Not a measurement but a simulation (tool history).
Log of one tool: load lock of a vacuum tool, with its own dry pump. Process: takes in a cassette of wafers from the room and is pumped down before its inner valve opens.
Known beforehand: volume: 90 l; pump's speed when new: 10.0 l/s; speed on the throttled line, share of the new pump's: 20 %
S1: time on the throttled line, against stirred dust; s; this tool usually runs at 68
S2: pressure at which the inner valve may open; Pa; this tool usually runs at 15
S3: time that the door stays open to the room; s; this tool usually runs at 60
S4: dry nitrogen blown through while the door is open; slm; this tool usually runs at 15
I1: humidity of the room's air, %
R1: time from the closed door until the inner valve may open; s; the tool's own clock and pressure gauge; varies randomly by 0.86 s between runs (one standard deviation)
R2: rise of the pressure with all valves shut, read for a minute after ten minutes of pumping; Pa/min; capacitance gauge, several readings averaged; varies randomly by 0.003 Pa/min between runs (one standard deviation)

run	hour	S1	S2	S3	S4	I1	R1	R2
1	0.0	68	15	60	15	46.0	141.6	0.044
2	302.9	68	15	60	15	46.0	141.6	0.044
3	554.2	68	15	60	15	48.1	141.3	0.051
4	907.9	68	15	60	15	47.9	142.5	0.051
5	1411.6	53	15	60	15	44.2	131.4	0.067
6	1902.2	68	15	60	15	44.9	143.5	0.076
7	2174.9	68	15	60	15	44.5	142.5	0.071
8	2652.1	68	15	60	12	44.9	143.5	0.085
# hour 2815.0: dry pump taken out, an overhauled one fitted
9	3123.8	68	15	60	12	47.0	134.4	0.092
10	3672.4	68	15	60	12	45.5	135.0	0.103
11	4062.2	43	19	42	7	44.8	113.0	0.104
12	4493.4	43	19	42	7	39.6	114.0	0.114
13	4730.5	68	15	61	25	43.8	134.8	0.117
14	5261.9	60	15	61	25	42.9	129.0	0.124
15	5827.2	68	15	186	31	43.7	136.3	0.150
16	6407.6	72	10	90	9	48.9	142.2	0.171
17	6813.3	72	10	90	9	45.1	142.1	0.181
18	7276.6	55	17	60	15	47.7	125.2	0.182
19	7633.0	55	17	60	15	48.1	125.8	0.188
20	7970.9	35	13	42	8	47.9	112.9	0.200

Measured less the same run without the tool's hidden state. The same run-to-run variation is in both; the gauge's scatter may not be:
Hidden state present: pump's speed, % of a new pump's; leak at the door's seal, Pa l/s; drift of the gauge itself on ready_s, %; drift of the gauge itself on rise_pa_min, %.
run	R1	R2
1	+7.9	+0.025
2	+8.1	+0.029
3	+8.2	+0.033
4	+8.5	+0.037
5	+9.3	+0.045
6	+9.2	+0.051
7	+9.3	+0.055
8	+9.7	+0.063
9	+0.7	+0.071
10	+0.9	+0.082
11	+1.3	+0.089
12	+1.7	+0.098
13	+1.5	+0.103
14	+1.9	+0.114
15	+2.1	+0.122
16	+2.5	+0.139
17	+2.8	+0.148
18	+3.0	+0.161
19	+3.2	+0.172
20	+3.7	+0.185
